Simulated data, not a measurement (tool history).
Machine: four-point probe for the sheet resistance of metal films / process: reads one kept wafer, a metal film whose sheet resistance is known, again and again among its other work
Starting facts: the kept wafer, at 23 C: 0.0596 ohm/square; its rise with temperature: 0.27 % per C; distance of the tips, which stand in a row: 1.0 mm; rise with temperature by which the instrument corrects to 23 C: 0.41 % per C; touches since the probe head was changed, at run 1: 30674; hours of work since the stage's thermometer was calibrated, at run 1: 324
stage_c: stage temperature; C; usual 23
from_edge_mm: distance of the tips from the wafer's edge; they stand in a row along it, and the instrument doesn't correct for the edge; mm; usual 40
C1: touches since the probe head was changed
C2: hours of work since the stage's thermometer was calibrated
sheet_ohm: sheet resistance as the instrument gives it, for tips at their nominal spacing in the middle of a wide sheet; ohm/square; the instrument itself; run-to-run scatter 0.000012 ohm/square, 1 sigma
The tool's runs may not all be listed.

run 1 day=0.000 | stage_c=23 from_edge_mm=40 | C1=30674 C2=324 | sheet_ohm=0.059732
run 2 day=0.729 | stage_c=30 from_edge_mm=40 | C1=31396 C2=336 | sheet_ohm=0.059148
run 3 day=1.612 | stage_c=30 from_edge_mm=40 | C1=32266 C2=351 | sheet_ohm=0.059138
run 4 day=2.104 | stage_c=18 from_edge_mm=40 | C1=32756 C2=359 | sheet_ohm=0.060190
-- day=2.233 stage's thermometer calibrated
run 5 day=3.217 | stage_c=21 from_edge_mm=40 | C1=33833 C2=16 | sheet_ohm=0.059927
run 6 day=3.954 | stage_c=21 from_edge_mm=40 | C1=34562 C2=29 | sheet_ohm=0.059940
run 7 day=4.750 | stage_c=28 from_edge_mm=17 | C1=35347 C2=42 | sheet_ohm=0.059421
-- day=5.142 stage's thermometer calibrated, once more
run 8 day=5.988 | stage_c=28 from_edge_mm=17 | C1=36550 C2=14 | sheet_ohm=0.059394
run 9 day=6.583 | stage_c=28 from_edge_mm=23 | C1=37140 C2=24 | sheet_ohm=0.059343
run 10 day=7.200 | stage_c=27 from_edge_mm=5 | C1=37748 C2=34 | sheet_ohm=0.060639
run 11 day=7.712 | stage_c=30 from_edge_mm=29 | C1=38254 C2=43 | sheet_ohm=0.059191

Each row is a separate what-if for the run after 11, all from the same tool condition, not one after another. Results?
run A day=8.267 | stage_c=19 from_edge_mm=9 | C1=38803 C2=52 | sheet_ohm=?
run B day=8.267 | stage_c=35 from_edge_mm=29 | C1=38803 C2=52 | sheet_ohm=?
run C day=8.267 | stage_c=31 from_edge_mm=40 | C1=38803 C2=52 | sheet_ohm=?

run=A sheet_ohm=0.060492
run=B sheet_ohm=0.058762
run=C sheet_ohm=0.059071
With the hidden condition removed and each run's random variation left untouched, the same runs would have given:
run=A sheet_ohm=0.060362
run=B sheet_ohm=0.058636
run=C sheet_ohm=0.058944
